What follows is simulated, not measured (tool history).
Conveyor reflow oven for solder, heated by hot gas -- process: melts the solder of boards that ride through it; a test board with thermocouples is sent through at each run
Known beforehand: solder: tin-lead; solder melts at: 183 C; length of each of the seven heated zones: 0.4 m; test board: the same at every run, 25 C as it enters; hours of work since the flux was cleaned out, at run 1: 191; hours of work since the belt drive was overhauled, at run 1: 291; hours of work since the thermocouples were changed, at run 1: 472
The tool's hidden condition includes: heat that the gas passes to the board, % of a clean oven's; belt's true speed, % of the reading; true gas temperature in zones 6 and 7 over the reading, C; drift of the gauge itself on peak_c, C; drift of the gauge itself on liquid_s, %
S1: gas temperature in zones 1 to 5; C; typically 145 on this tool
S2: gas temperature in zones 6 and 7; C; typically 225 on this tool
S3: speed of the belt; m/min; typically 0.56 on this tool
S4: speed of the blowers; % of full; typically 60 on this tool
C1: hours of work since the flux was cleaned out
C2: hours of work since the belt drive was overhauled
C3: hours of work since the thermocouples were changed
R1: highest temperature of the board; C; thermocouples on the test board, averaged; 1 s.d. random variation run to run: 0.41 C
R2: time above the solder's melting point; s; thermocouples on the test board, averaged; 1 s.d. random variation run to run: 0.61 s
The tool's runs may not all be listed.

run	hour	S1	S2	S3	S4	C1	C2	C3	R1	R2
1	0	145	225	0.56	60	191	291	472	207.6	57.3
2	29.5	145	225	0.56	60	207	306	488	208.4	58.3
3	72	145	225	0.56	60	229	328	510	208.5	56.9
4	136.2	145	225	0.51	60	263	362	544	210.4	67.1
5	172.2	145	225	0.51	60	282	381	563	210.3	66.3
6	224.3	145	225	0.51	60	309	409	590	210.7	67.3
7	264.3	145	225	0.51	60	330	430	611	210.5	66.1
8	290.8	145	225	0.56	60	344	444	625	207.3	55.9
# hour 299: flux residue cleaned out of gas plates and filters
9	341.3	145	225	0.56	60	22	468	649	206.4	53.1
10	371.9	145	225	0.56	60	38	484	665	206.5	53.2
# hour 394.3: thermocouples of zones 6 and 7 changed
11	400.8	145	225	0.56	60	53	498	3	205	51.2
12	442.4	145	225	0.56	60	74	520	25	205.2	51.9
13	489.9	145	225	0.56	60	99	545	50	204.6	50.6
14	545.1	145	225	0.547	60	128	574	79	204.1	54.6
# hour 578.9: flux residue cleaned out of gas plates and filters, once more
15	595.6	145	225	0.547	60	9	598	103	210.1	63.1
16	657	145	225	0.56	86	41	630	136	214.1	65.7
17	719.2	153	234	0.505	77	74	663	168	224.6	85.9
18	767.7	145	225	0.56	59	99	688	194	208.8	57.5
19	826.2	145	225	0.545	69	130	719	225	210.8	64.3
20	867.6	145	225	0.56	57	152	741	247	207.3	57.5
21	928.3	145	225	0.56	57	184	773	279	207.4	57
22	990.2	144	219	0.624	54	217	806	311	197.5	36
23	1052	138	235	0.462	64	249	838	344	221.2	83.9
24	1084	145	228	0.646	60	266	855	360	204.9	45.7
25	1124.5	145	228	0.646	60	287	876	382	204.9	45.2
26	1171.6	145	228	0.646	60	312	901	407	205.6	44.5
27	1221.8	145	228	0.646	60	338	928	433	204.5	43.8
28	1267.8	136	217	0.646	60	363	952	457	193.1	24.8
29	1300.2	142	238	0.484	77	380	969	474	225.5	84
30	1333.2	147	225	0.56	52	397	986	492	205.2	52.8

Consider 3 possible next runs. They are alternatives, not a sequence: every one starts from the tool as it was left by run 30. What does each give?
# hour 1344.1: flux residue cleaned out of gas plates and filters
A	1374	154	233	0.56	60	16	1005	511	?	?
# hour 1344.1: flux residue cleaned out of gas plates and filters
B	1374	145	225	0.56	67	16	1005	511	?	?
# hour 1344.1: flux residue cleaned out of gas plates and filters
C	1374	147	224	0.536	52	16	1005	511	?	?

run	R1	R2
A	218.8	73.4
B	212.3	63.2
C	209.2	62.1
The same runs, with their run-to-run variation unchanged, on a tool lacking any hidden condition would have given:
run	R1	R2
A	217.8	71.6
B	211.3	61.4
C	208.2	60

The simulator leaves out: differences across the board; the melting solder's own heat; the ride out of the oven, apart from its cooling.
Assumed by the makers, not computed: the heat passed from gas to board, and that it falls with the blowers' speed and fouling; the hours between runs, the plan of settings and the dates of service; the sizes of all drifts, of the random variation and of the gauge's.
